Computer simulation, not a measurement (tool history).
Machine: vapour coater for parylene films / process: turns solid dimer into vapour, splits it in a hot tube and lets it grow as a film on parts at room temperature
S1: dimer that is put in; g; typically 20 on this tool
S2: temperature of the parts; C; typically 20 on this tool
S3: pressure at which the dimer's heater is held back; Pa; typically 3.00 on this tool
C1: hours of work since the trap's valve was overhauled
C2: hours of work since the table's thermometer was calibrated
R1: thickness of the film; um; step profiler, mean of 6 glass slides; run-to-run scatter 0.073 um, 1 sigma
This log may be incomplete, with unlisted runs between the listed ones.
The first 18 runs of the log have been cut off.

run	hour	S1	S2	S3	C1	C2	R1
19	194.5	20	29	3.00	262	342	6.14
20	206.5	13	15	3.00	271	351	6.77
21	217.7	13	15	3.00	279	359	6.90
22	229.4	30	15	2.31	287	368	16.10
23	238.2	30	15	2.31	294	374	15.99
24	247.5	11	18	11.79	300	381	4.60
25	258.8	19	16	3.00	309	389	9.62
26	274.2	19	16	3.00	320	400	9.61
27	283.1	31	20	4.30	326	406	12.93

Expected results for the next run?
28	294.3	31	20	4.30	334	415	?

Run 28 measured R1 13.12 um.
Take away the tool's hidden state, keep the run-to-run variation as it was, and the same run would have given R1 13.15 um.

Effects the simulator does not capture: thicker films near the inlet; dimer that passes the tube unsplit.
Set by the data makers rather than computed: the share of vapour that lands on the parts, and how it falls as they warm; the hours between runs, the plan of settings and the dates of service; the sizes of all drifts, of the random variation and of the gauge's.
